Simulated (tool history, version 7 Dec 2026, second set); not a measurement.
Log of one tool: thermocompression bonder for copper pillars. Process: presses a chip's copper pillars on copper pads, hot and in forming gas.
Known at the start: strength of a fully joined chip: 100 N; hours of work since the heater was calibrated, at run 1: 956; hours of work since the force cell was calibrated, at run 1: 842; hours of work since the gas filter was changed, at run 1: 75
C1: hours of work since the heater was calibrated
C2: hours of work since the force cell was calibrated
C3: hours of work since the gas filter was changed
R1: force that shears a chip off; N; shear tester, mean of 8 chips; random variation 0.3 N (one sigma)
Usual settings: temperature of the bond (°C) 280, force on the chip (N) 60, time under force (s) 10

{"run": 1, "day": 0.0, "temperature of the bond (°C)": 280, "force on the chip (N)": 60, "time under force (s)": 10, "C1": 956, "C2": 842, "C3": 75, "R1": 44.9}
{"day": 1.462, "done": "heater calibrated with a thermocouple chip"}
{"run": 2, "day": 1.733, "temperature of the bond (°C)": 263, "force on the chip (N)": 60, "time under force (s)": 10, "C1": 4, "C2": 866, "C3": 99, "R1": 36.1}
{"run": 3, "day": 2.996, "temperature of the bond (°C)": 280, "force on the chip (N)": 86, "time under force (s)": 10, "C1": 23, "C2": 885, "C3": 118, "R1": 54.8}
{"run": 4, "day": 5.096, "temperature of the bond (°C)": 280, "force on the chip (N)": 86, "time under force (s)": 10, "C1": 54, "C2": 916, "C3": 149, "R1": 55.3}
{"day": 6.0, "done": "forming gas filter changed"}
{"run": 5, "day": 6.654, "temperature of the bond (°C)": 280, "force on the chip (N)": 86, "time under force (s)": 10, "C1": 77, "C2": 939, "C3": 10, "R1": 54.9}
{"run": 6, "day": 9.288, "temperature of the bond (°C)": 280, "force on the chip (N)": 86, "time under force (s)": 10, "C1": 116, "C2": 978, "C3": 49, "R1": 54.8}
{"run": 7, "day": 10.596, "temperature of the bond (°C)": 280, "force on the chip (N)": 60, "time under force (s)": 7, "C1": 135, "C2": 998, "C3": 68, "R1": 38.9}
{"run": 8, "day": 13.396, "temperature of the bond (°C)": 280, "force on the chip (N)": 60, "time under force (s)": 10, "C1": 177, "C2": 1040, "C3": 110, "R1": 44.8}
{"run": 9, "day": 14.567, "temperature of the bond (°C)": 280, "force on the chip (N)": 60, "time under force (s)": 10, "C1": 194, "C2": 1057, "C3": 127, "R1": 44.8}
{"day": 17.075, "done": "forming gas filter changed"}
{"run": 10, "day": 17.346, "temperature of the bond (°C)": 280, "force on the chip (N)": 60, "time under force (s)": 10, "C1": 235, "C2": 1098, "C3": 4, "R1": 44.3}
{"run": 11, "day": 19.675, "temperature of the bond (°C)": 280, "force on the chip (N)": 60, "time under force (s)": 10, "C1": 270, "C2": 1133, "C3": 39, "R1": 44.7}
{"run": 12, "day": 22.392, "temperature of the bond (°C)": 280, "force on the chip (N)": 60, "time under force (s)": 10, "C1": 311, "C2": 1173, "C3": 79, "R1": 44.5}
{"run": 13, "day": 23.7, "temperature of the bond (°C)": 280, "force on the chip (N)": 43, "time under force (s)": 10, "C1": 330, "C2": 1192, "C3": 98, "R1": 35.9}
{"run": 14, "day": 26.458, "temperature of the bond (°C)": 280, "force on the chip (N)": 60, "time under force (s)": 10, "C1": 371, "C2": 1233, "C3": 140, "R1": 44.7}
{"day": 28.125, "done": "forming gas filter changed"}
{"run": 15, "day": 28.538, "temperature of the bond (°C)": 267, "force on the chip (N)": 60, "time under force (s)": 15, "C1": 402, "C2": 1264, "C3": 6, "R1": 44.1}
{"run": 16, "day": 30.925, "temperature of the bond (°C)": 267, "force on the chip (N)": 60, "time under force (s)": 15, "C1": 437, "C2": 1299, "C3": 42, "R1": 44.7}
{"run": 17, "day": 32.738, "temperature of the bond (°C)": 291, "force on the chip (N)": 75, "time under force (s)": 10, "C1": 464, "C2": 1326, "C3": 69, "R1": 57.1}
{"run": 18, "day": 34.592, "temperature of the bond (°C)": 288, "force on the chip (N)": 55, "time under force (s)": 10, "C1": 492, "C2": 1354, "C3": 96, "R1": 46.3}
{"run": 19, "day": 36.225, "temperature of the bond (°C)": 288, "force on the chip (N)": 44, "time under force (s)": 10, "C1": 516, "C2": 1378, "C3": 120, "R1": 40.0}
{"run": 20, "day": 37.383, "temperature of the bond (°C)": 288, "force on the chip (N)": 44, "time under force (s)": 10, "C1": 533, "C2": 1395, "C3": 138, "R1": 40.4}
{"run": 21, "day": 38.712, "temperature of the bond (°C)": 288, "force on the chip (N)": 44, "time under force (s)": 10, "C1": 553, "C2": 1415, "C3": 157, "R1": 40.5}
{"day": 39.029, "done": "forming gas filter changed"}
{"run": 22, "day": 41.383, "temperature of the bond (°C)": 289, "force on the chip (N)": 55, "time under force (s)": 21, "C1": 592, "C2": 1455, "C3": 35, "R1": 60.0}
{"run": 23, "day": 43.596, "temperature of the bond (°C)": 280, "force on the chip (N)": 38, "time under force (s)": 10, "C1": 625, "C2": 1488, "C3": 68, "R1": 33.2}
{"run": 24, "day": 45.467, "temperature of the bond (°C)": 280, "force on the chip (N)": 38, "time under force (s)": 10, "C1": 653, "C2": 1515, "C3": 96, "R1": 33.0}
{"run": 25, "day": 47.512, "temperature of the bond (°C)": 282, "force on the chip (N)": 50, "time under force (s)": 29, "C1": 683, "C2": 1546, "C3": 126, "R1": 58.7}
{"run": 26, "day": 49.258, "temperature of the bond (°C)": 259, "force on the chip (N)": 50, "time under force (s)": 15, "C1": 709, "C2": 1572, "C3": 152, "R1": 35.6}
{"day": 50.004, "done": "forming gas filter changed"}
{"run": 27, "day": 51.329, "temperature of the bond (°C)": 284, "force on the chip (N)": 62, "time under force (s)": 12, "C1": 740, "C2": 1602, "C3": 20, "R1": 50.5}
{"run": 28, "day": 53.854, "temperature of the bond (°C)": 284, "force on the chip (N)": 62, "time under force (s)": 12, "C1": 777, "C2": 1640, "C3": 57, "R1": 50.7}

4 ways to go on from here, each from the tool as it stands after run 28. What would each give?
{"run": "A", "day": 55.083, "temperature of the bond (°C)": 279, "force on the chip (N)": 62, "time under force (s)": 12, "C1": 796, "C2": 1658, "C3": 75, "R1": "?"}
{"run": "B", "day": 55.083, "temperature of the bond (°C)": 254, "force on the chip (N)": 60, "time under force (s)": 24, "C1": 796, "C2": 1658, "C3": 75, "R1": "?"}
{"run": "C", "day": 55.083, "temperature of the bond (°C)": 279, "force on the chip (N)": 60, "time under force (s)": 15, "C1": 796, "C2": 1658, "C3": 75, "R1": "?"}
{"run": "D", "day": 55.083, "temperature of the bond (°C)": 259, "force on the chip (N)": 62, "time under force (s)": 6, "C1": 796, "C2": 1658, "C3": 75, "R1": "?"}

run=A R1=47.7
run=B R1=45.4
run=C R1=50.8
run=D R1=27.9
Without the tool's hidden state the same runs would have given:
run=A R1=47.6
run=B R1=45.2
run=C R1=50.7
run=D R1=27.8
